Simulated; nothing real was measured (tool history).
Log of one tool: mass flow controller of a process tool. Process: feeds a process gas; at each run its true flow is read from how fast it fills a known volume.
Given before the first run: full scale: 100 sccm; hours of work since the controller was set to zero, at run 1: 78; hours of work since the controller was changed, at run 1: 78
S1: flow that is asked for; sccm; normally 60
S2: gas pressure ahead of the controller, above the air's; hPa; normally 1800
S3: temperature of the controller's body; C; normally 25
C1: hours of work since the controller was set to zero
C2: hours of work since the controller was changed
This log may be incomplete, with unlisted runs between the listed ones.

{"run": 1, "hour": 0.0, "S1": 60, "S2": 1800, "S3": 25, "C1": 78, "C2": 78, "true flow (%)": 99.18}
{"run": 2, "hour": 46.3, "S1": 60, "S2": 1800, "S3": 25, "C1": 101, "C2": 101, "true flow (%)": 99.18}
{"run": 3, "hour": 100.7, "S1": 60, "S2": 1800, "S3": 25, "C1": 129, "C2": 129, "true flow (%)": 99.01}
{"run": 4, "hour": 193.4, "S1": 60, "S2": 1800, "S3": 25, "C1": 176, "C2": 176, "true flow (%)": 98.93}
{"run": 5, "hour": 230.7, "S1": 57, "S2": 1800, "S3": 25, "C1": 195, "C2": 195, "true flow (%)": 98.89}
{"run": 6, "hour": 299.8, "S1": 57, "S2": 1800, "S3": 25, "C1": 230, "C2": 230, "true flow (%)": 98.88}
{"run": 7, "hour": 355.6, "S1": 57, "S2": 1800, "S3": 25, "C1": 259, "C2": 259, "true flow (%)": 98.86}
{"run": 8, "hour": 442.6, "S1": 57, "S2": 1800, "S3": 25, "C1": 303, "C2": 303, "true flow (%)": 98.8}
{"run": 9, "hour": 500.1, "S1": 57, "S2": 1800, "S3": 25, "C1": 333, "C2": 333, "true flow (%)": 98.89}
{"run": 10, "hour": 566.3, "S1": 46, "S2": 1800, "S3": 25, "C1": 366, "C2": 366, "true flow (%)": 98.54}
{"run": 11, "hour": 626.0, "S1": 46, "S2": 1800, "S3": 25, "C1": 397, "C2": 397, "true flow (%)": 98.29}
{"run": 12, "hour": 685.6, "S1": 46, "S2": 2230, "S3": 24, "C1": 427, "C2": 427, "true flow (%)": 98.17}
{"run": 13, "hour": 742.0, "S1": 46, "S2": 2120, "S3": 36, "C1": 456, "C2": 456, "true flow (%)": 99.48}
{"run": 14, "hour": 828.0, "S1": 92, "S2": 1800, "S3": 24, "C1": 500, "C2": 500, "true flow (%)": 99.49}
{"run": 15, "hour": 874.1, "S1": 92, "S2": 1800, "S3": 24, "C1": 523, "C2": 523, "true flow (%)": 99.3}

Here are 5 independent what-if runs from the current tool condition. What would each one return?
{"run": "A", "hour": 962.4, "S1": 30, "S2": 1630, "S3": 25, "C1": 568, "C2": 568, "true flow (%)": "?"}
{"run": "B", "hour": 962.4, "S1": 60, "S2": 1760, "S3": 25, "C1": 568, "C2": 568, "true flow (%)": "?"}
{"run": "C", "hour": 962.4, "S1": 60, "S2": 1800, "S3": 27, "C1": 568, "C2": 568, "true flow (%)": "?"}
{"run": "D", "hour": 962.4, "S1": 60, "S2": 1800, "S3": 29, "C1": 568, "C2": 568, "true flow (%)": "?"}
{"run": "E", "hour": 962.4, "S1": 30, "S2": 1780, "S3": 23, "C1": 568, "C2": 568, "true flow (%)": "?"}

run=A true_flow_(%)=97.71
run=B true_flow_(%)=98.74
run=C true_flow_(%)=98.84
run=D true_flow_(%)=99.01
run=E true_flow_(%)=97.50
Take away the tool's hidden state, keep each run's random variation, and the runs would have read:
run=A true_flow_(%)=98.39
run=B true_flow_(%)=99.22
run=C true_flow_(%)=99.33
run=D true_flow_(%)=99.49
run=E true_flow_(%)=98.18
